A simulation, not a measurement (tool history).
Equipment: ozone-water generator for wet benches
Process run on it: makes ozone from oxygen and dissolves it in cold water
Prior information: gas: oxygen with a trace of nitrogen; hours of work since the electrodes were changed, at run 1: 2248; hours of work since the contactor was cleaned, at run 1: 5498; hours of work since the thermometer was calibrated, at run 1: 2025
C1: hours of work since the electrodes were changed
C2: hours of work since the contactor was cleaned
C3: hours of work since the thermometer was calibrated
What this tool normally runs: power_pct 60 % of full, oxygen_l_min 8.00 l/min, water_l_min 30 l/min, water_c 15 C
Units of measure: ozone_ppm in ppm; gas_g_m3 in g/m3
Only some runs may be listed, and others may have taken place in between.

run 1 hour=0.0 | power_pct=60 oxygen_l_min=8.00 water_l_min=30 water_c=15 | C1=2248 C2=5498 C3=2025 | ozone_ppm=15.8 gas_g_m3=183.1
run 2 hour=41.5 | power_pct=60 oxygen_l_min=8.00 water_l_min=30 water_c=15 | C1=2281 C2=5531 C3=2057 | ozone_ppm=15.8 gas_g_m3=179.1
run 3 hour=98.0 | power_pct=60 oxygen_l_min=8.00 water_l_min=30 water_c=15 | C1=2325 C2=5575 C3=2102 | ozone_ppm=15.5 gas_g_m3=180.0
run 4 hour=141.6 | power_pct=60 oxygen_l_min=8.00 water_l_min=30 water_c=15 | C1=2360 C2=5610 C3=2136 | ozone_ppm=15.5 gas_g_m3=180.2
run 5 hour=187.8 | power_pct=60 oxygen_l_min=9.55 water_l_min=30 water_c=15 | C1=2396 C2=5646 C3=2173 | ozone_ppm=15.9 gas_g_m3=166.7
run 6 hour=223.1 | power_pct=60 oxygen_l_min=5.07 water_l_min=30 water_c=15 | C1=2424 C2=5674 C3=2201 | ozone_ppm=14.3 gas_g_m3=220.2
run 7 hour=272.2 | power_pct=86 oxygen_l_min=8.00 water_l_min=30 water_c=15 | C1=2463 C2=5713 C3=2240 | ozone_ppm=20.2 gas_g_m3=233.6
run 8 hour=340.1 | power_pct=86 oxygen_l_min=8.00 water_l_min=30 water_c=15 | C1=2516 C2=5767 C3=2293 | ozone_ppm=20.1 gas_g_m3=231.0
run 9 hour=378.7 | power_pct=86 oxygen_l_min=8.00 water_l_min=30 water_c=15 | C1=2547 C2=5797 C3=2324 | ozone_ppm=19.7 gas_g_m3=233.1
run 10 hour=435.5 | power_pct=48 oxygen_l_min=8.00 water_l_min=30 water_c=15 | C1=2592 C2=5842 C3=2369 | ozone_ppm=12.7 gas_g_m3=153.6
run 11 hour=480.7 | power_pct=48 oxygen_l_min=8.00 water_l_min=30 water_c=15 | C1=2627 C2=5878 C3=2404 | ozone_ppm=13.0 gas_g_m3=151.5
run 12 hour=543.1 | power_pct=41 oxygen_l_min=14.08 water_l_min=40 water_c=14 | C1=2677 C2=5927 C3=2453 | ozone_ppm=9.2 gas_g_m3=105.2
run 13 hour=575.8 | power_pct=60 oxygen_l_min=4.23 water_l_min=30 water_c=15 | C1=2703 C2=5953 C3=2479 | ozone_ppm=13.3 gas_g_m3=239.5
run 14 hour=630.2 | power_pct=48 oxygen_l_min=4.23 water_l_min=21 water_c=15 | C1=2746 C2=5996 C3=2522 | ozone_ppm=17.1 gas_g_m3=201.2
-- hour=648.2 water thermometer calibrated
run 15 hour=689.6 | power_pct=48 oxygen_l_min=4.23 water_l_min=21 water_c=15 | C1=2792 C2=6042 C3=33 | ozone_ppm=17.0 gas_g_m3=201.6
run 16 hour=735.6 | power_pct=96 oxygen_l_min=4.23 water_l_min=21 water_c=12 | C1=2828 C2=6078 C3=69 | ozone_ppm=28.8 gas_g_m3=328.5
run 17 hour=779.6 | power_pct=40 oxygen_l_min=4.23 water_l_min=21 water_c=11 | C1=2863 C2=6113 C3=104 | ozone_ppm=15.6 gas_g_m3=175.8
run 18 hour=841.8 | power_pct=40 oxygen_l_min=6.01 water_l_min=35 water_c=11 | C1=2912 C2=6162 C3=153 | ozone_ppm=9.7 gas_g_m3=149.1

Each run again, without the hidden state but with its own random variation kept:
What the log doesn't record here: yield of the discharge, % of new electrodes'; contactor's efficiency, % of a clean one's; true water temperature over the reading, C; drift of the gauge itself on ozone_ppm, %; drift of the gauge itself on gas_g_m3, %.
run=1 ozone_ppm=17.9 gas_g_m3=195.5
run=2 ozone_ppm=17.9 gas_g_m3=191.4
run=3 ozone_ppm=17.6 gas_g_m3=192.8
run=4 ozone_ppm=17.6 gas_g_m3=193.2
run=5 ozone_ppm=18.2 gas_g_m3=178.9
run=6 ozone_ppm=16.3 gas_g_m3=236.5
run=7 ozone_ppm=23.6 gas_g_m3=256.9
run=8 ozone_ppm=23.6 gas_g_m3=254.6
run=9 ozone_ppm=23.3 gas_g_m3=257.2
run=10 ozone_ppm=14.4 gas_g_m3=163.5
run=11 ozone_ppm=14.7 gas_g_m3=161.4
run=12 ozone_ppm=10.4 gas_g_m3=111.0
run=13 ozone_ppm=15.4 gas_g_m3=259.6
run=14 ozone_ppm=19.3 gas_g_m3=215.0
run=15 ozone_ppm=19.2 gas_g_m3=215.7
run=16 ozone_ppm=34.2 gas_g_m3=370.0
run=17 ozone_ppm=17.4 gas_g_m3=186.0
run=18 ozone_ppm=10.9 gas_g_m3=158.0
